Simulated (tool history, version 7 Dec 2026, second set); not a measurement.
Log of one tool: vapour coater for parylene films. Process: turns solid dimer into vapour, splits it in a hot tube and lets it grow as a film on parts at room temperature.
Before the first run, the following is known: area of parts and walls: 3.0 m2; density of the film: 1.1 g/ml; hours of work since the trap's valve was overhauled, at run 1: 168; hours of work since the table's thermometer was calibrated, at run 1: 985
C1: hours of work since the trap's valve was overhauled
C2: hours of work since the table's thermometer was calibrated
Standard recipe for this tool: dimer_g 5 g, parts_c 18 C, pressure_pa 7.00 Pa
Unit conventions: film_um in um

Run 1, hour 0.0: usual settings; C1 168; C2 985. Result: film_um 1.076 um.
Run 2, hour 77.9: usual settings; C1 199; C2 1017. Result: film_um 1.063 um.
Run 3, hour 139.5: usual settings; C1 225; C2 1042. Result: film_um 1.074 um.
Run 4, hour 214.3: usual settings; C1 255; C2 1073. Result: film_um 1.068 um.
Run 5, hour 253.5: usual settings; C1 271; C2 1089. Result: film_um 1.069 um.
Run 6, hour 316.1: usual settings but pressure_pa 6.87 Pa; C1 297; C2 1114. Result: film_um 1.078 um.
Run 7, hour 388.4: usual settings; C1 327; C2 1144. Result: film_um 1.083 um.
Run 8, hour 428.4: usual settings but pressure_pa 8.65 Pa; C1 343; C2 1160. Result: film_um 1.051 um.
Run 9, hour 469.6: usual settings but pressure_pa 8.65 Pa; C1 360; C2 1177. Result: film_um 1.022 um.
Run 10, hour 542.2: usual settings; C1 390; C2 1207. Result: film_um 1.058 um.
Run 11, hour 587.2: usual settings; C1 408; C2 1225. Result: film_um 1.065 um.
Run 12, hour 627.3: usual settings; C1 425; C2 1242. Result: film_um 1.058 um.
Run 13, hour 694.8: usual settings but parts_c 25 C; C1 452; C2 1270. Result: film_um 0.934 um.
Run 14, hour 730.2: usual settings; C1 467; C2 1284. Result: film_um 1.075 um.
At hour 774.3: table's thermometer calibrated.
Run 15, hour 793.9: usual settings; C1 493; C2 8. Result: film_um 1.081 um.
Run 16, hour 858.1: usual settings; C1 519; C2 34. Result: film_um 1.086 um.
Run 17, hour 914.4: usual settings; C1 542; C2 57. Result: film_um 1.054 um.
Run 18, hour 962.2: usual settings but parts_c 24 C; C1 562; C2 77. Result: film_um 0.957 um.
Run 19, hour 1032.5: usual settings but parts_c 24 C; C1 590; C2 106. Result: film_um 0.932 um.
Run 20, hour 1081.1: usual settings but parts_c 24 C; C1 610; C2 126. Result: film_um 0.960 um.
Run 21, hour 1156.8: usual settings but parts_c 24 C; C1 641; C2 157. Result: film_um 0.944 um.
Run 22, hour 1194.0: usual settings but parts_c 24 C; C1 657; C2 172. Result: film_um 0.950 um.
Run 23, hour 1240.2: usual settings; C1 675; C2 191. Result: film_um 1.073 um.
At hour 1270.0: trap's valve overhauled.
Run 24, hour 1279.6: usual settings but dimer_g 7 g, parts_c 24 C, pressure_pa 2.43 Pa; C1 4; C2 205. Result: film_um 1.544 um.
Run 25, hour 1355.5: usual settings but dimer_g 7 g, parts_c 24 C, pressure_pa 2.43 Pa; C1 35; C2 237. Result: film_um 1.547 um.
Run 26, hour 1424.7: usual settings but dimer_g 4 g, parts_c 12 C, pressure_pa 4.91 Pa; C1 63; C2 265. Result: film_um 1.030 um.
Run 27, hour 1459.8: usual settings but dimer_g 8 g, parts_c 17 C; C1 78; C2 279. Result: film_um 1.756 um.
Run 28, hour 1528.6: usual settings but dimer_g 6 g, pressure_pa 2.07 Pa; C1 106; C2 308. Result: film_um 1.521 um.
Run 29, hour 1584.2: usual settings but dimer_g 6 g, pressure_pa 2.07 Pa; C1 129; C2 330. Result: film_um 1.512 um.
Run 30, hour 1646.1: usual settings but pressure_pa 2.81 Pa; C1 154; C2 356. Result: film_um 1.214 um.
Run 31, hour 1712.3: usual settings but parts_c 26 C, pressure_pa 9.59 Pa; C1 181; C2 383. Result: film_um 0.860 um.
Run 32, hour 1745.7: usual settings but dimer_g 3 g, parts_c 17 C, pressure_pa 2.10 Pa; C1 195; C2 397. Result: film_um 0.772 um.
Run 33, hour 1801.6: usual settings but dimer_g 3 g, parts_c 17 C, pressure_pa 2.10 Pa; C1 218; C2 419. Result: film_um 0.779 um.
Run 34, hour 1857.3: usual settings but dimer_g 3 g, parts_c 17 C, pressure_pa 2.10 Pa; C1 241; C2 442. Result: film_um 0.791 um.
Run 35, hour 1901.0: usual settings but dimer_g 8 g; C1 259; C2 460. Result: film_um 1.731 um.

What does the tool deliver on the next run?
Run 36, hour 1948.0: usual settings but dimer_g 8 g; C1 278; C2 479. Result: film_um ?.

Run 36 yielded film_um 1.702 um.
With no hidden state in the tool, this same run would have given film_um 1.705 um.
